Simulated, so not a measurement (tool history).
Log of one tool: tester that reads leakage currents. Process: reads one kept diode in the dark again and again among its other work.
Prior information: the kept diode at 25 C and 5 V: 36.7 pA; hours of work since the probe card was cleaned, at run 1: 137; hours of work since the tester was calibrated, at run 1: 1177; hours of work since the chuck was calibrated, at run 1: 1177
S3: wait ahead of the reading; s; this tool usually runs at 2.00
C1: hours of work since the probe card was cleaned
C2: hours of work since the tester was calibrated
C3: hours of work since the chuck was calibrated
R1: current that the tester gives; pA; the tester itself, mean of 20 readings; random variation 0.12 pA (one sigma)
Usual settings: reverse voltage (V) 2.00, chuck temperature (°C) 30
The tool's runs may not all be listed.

Run 1, hour 0.0: usual settings; C1 137; C2 1177; C3 1177. Result: R1 38.49 pA.
Run 2, hour 56.5: usual settings; C1 169; C2 1209; C3 1209. Result: R1 38.60 pA.
Run 3, hour 111.9: usual settings; C1 201; C2 1241; C3 1241. Result: R1 38.67 pA.
Run 4, hour 154.1: usual settings but S3 2.10 s; C1 225; C2 1265; C3 1265. Result: R1 38.61 pA.
Run 5, hour 188.9: usual settings but chuck temperature (°C) 45; C1 245; C2 1285; C3 1285. Result: R1 123.61 pA.
Run 6, hour 254.3: usual settings but chuck temperature (°C) 45; C1 282; C2 1322; C3 1322. Result: R1 123.16 pA.
Run 7, hour 311.8: usual settings; C1 315; C2 1355; C3 1355. Result: R1 39.05 pA.
Run 8, hour 375.5: usual settings but chuck temperature (°C) 43; C1 351; C2 1391; C3 1391. Result: R1 106.71 pA.
Run 9, hour 449.6: usual settings but chuck temperature (°C) 43; C1 393; C2 1433; C3 1433. Result: R1 108.01 pA.
Run 10, hour 526.7: usual settings; C1 437; C2 1477; C3 1477. Result: R1 39.73 pA.
Run 11, hour 567.8: usual settings; C1 461; C2 1501; C3 1501. Result: R1 39.58 pA.
Run 12, hour 602.4: usual settings; C1 480; C2 1520; C3 1520. Result: R1 39.62 pA.
Run 13, hour 649.6: usual settings but S3 2.53 s; C1 507; C2 1547; C3 1547. Result: R1 39.67 pA.
Run 14, hour 720.0: usual settings but S3 2.53 s; C1 547; C2 1587; C3 1587. Result: R1 40.13 pA.
Run 15, hour 755.7: usual settings; C1 568; C2 1608; C3 1608. Result: R1 40.27 pA.
Run 16, hour 836.6: usual settings but chuck temperature (°C) 35; C1 614; C2 1654; C3 1654. Result: R1 59.59 pA.
Run 17, hour 884.9: usual settings but chuck temperature (°C) 35; C1 641; C2 1681; C3 1681. Result: R1 59.74 pA.
Run 18, hour 920.9: usual settings but S3 2.69 s; C1 662; C2 1702; C3 1702. Result: R1 40.36 pA.
Run 19, hour 959.4: usual settings but S3 2.69 s; C1 684; C2 1724; C3 1724. Result: R1 40.75 pA.
Run 20, hour 1008.5: usual settings but S3 2.69 s; C1 712; C2 1752; C3 1752. Result: R1 40.84 pA.
Run 21, hour 1069.8: usual settings but reverse voltage (V) 12.38, S3 2.69 s; C1 747; C2 1787; C3 1787. Result: R1 106.70 pA.
Run 22, hour 1123.7: usual settings but reverse voltage (V) 12.38, S3 2.69 s; C1 778; C2 1818; C3 1818. Result: R1 107.10 pA.
Run 23, hour 1193.2: usual settings but S3 3.78 s; C1 817; C2 1857; C3 1857. Result: R1 41.03 pA.
Run 24, hour 1246.9: usual settings but reverse voltage (V) 1.30, S3 6.59 s; C1 848; C2 1888; C3 1888. Result: R1 32.88 pA.
Run 25, hour 1298.4: usual settings but reverse voltage (V) 1.30, S3 6.59 s; C1 877; C2 1917; C3 1917. Result: R1 32.82 pA.
Run 26, hour 1338.6: usual settings but reverse voltage (V) 1.30, S3 6.59 s; C1 900; C2 1940; C3 1940. Result: R1 33.08 pA.
Run 27, hour 1384.3: usual settings but reverse voltage (V) 1.30, S3 6.59 s; C1 926; C2 1966; C3 1966. Result: R1 33.14 pA.
Run 28, hour 1457.8: usual settings but reverse voltage (V) 1.30, S3 6.59 s; C1 968; C2 2008; C3 2008. Result: R1 33.22 pA.
Run 29, hour 1540.8: usual settings but reverse voltage (V) 2.96; C1 1015; C2 2055; C3 2055. Result: R1 51.60 pA.
Run 30, hour 1605.2: usual settings but reverse voltage (V) 2.96; C1 1052; C2 2092; C3 2092. Result: R1 51.52 pA.
Run 31, hour 1689.9: usual settings but reverse voltage (V) 3.32, chuck temperature (°C) 27; C1 1100; C2 2140; C3 2140. Result: R1 43.71 pA.
Run 32, hour 1724.1: usual settings but reverse voltage (V) 11.65, chuck temperature (°C) 53; C1 1120; C2 2160; C3 2160. Result: R1 572.70 pA.
Run 33, hour 1771.3: usual settings but chuck temperature (°C) 58, S3 8.94 s; C1 1147; C2 2187; C3 2187. Result: R1 327.18 pA.
At hour 1818.8: chuck's temperature calibrated.
Run 34, hour 1840.4: usual settings but chuck temperature (°C) 58, S3 8.94 s; C1 1185; C2 2225; C3 12. Result: R1 289.18 pA.
At hour 1851.7: tester calibrated.
Run 35, hour 1900.7: usual settings but chuck temperature (°C) 54, S3 0.47 s; C1 1218; C2 28; C3 46. Result: R1 222.87 pA.
Run 36, hour 1980.1: usual settings but reverse voltage (V) 2.50, chuck temperature (°C) 37; C1 1263; C2 73; C3 91. Result: R1 72.53 pA.
Run 37, hour 2049.2: usual settings but reverse voltage (V) 2.50, chuck temperature (°C) 37; C1 1303; C2 113; C3 130. Result: R1 72.74 pA.
Run 38, hour 2107.2: usual settings but reverse voltage (V) 2.50, chuck temperature (°C) 37; C1 1336; C2 146; C3 163. Result: R1 72.62 pA.
Run 39, hour 2188.4: usual settings but reverse voltage (V) 2.50, chuck temperature (°C) 37; C1 1382; C2 192; C3 210. Result: R1 72.72 pA.

For some of the steps in R1 from one run to the next: how much would appear even if the tool had no hidden state, given the settings, what came in and random variation, and how much remains for the hidden state plus any gauge scatter that the measured result and the result without hidden state don't share?
The hidden state here: stray current of the dirty probe card, pA a volt; current scale over the true one, %; true chuck temperature over the reading, C; drift of the gauge itself on leakage_pa, %.
Run 31 -> 32: reverse voltage (V) 3.32 -> 11.65, chuck temperature (°C) 27 -> 53. R1 +528.99 pA: hidden state +64.16, all else +464.83.
Run 32 -> 33: reverse voltage (V) 11.65 -> 2.00, chuck temperature (°C) 53 -> 58, S3 2.00 -> 8.94. R1 -245.52 pA: hidden state -35.30, all else -210.22.
Run 33 -> 34: chuck's temperature calibrated. R1 -38.00 pA: hidden state -37.66, all else -0.34.
Run 35 -> 36: reverse voltage (V) 2.00 -> 2.50, chuck temperature (°C) 54 -> 37, S3 0.47 -> 2.00. R1 -150.34 pA: hidden state +0.05, all else -150.39.
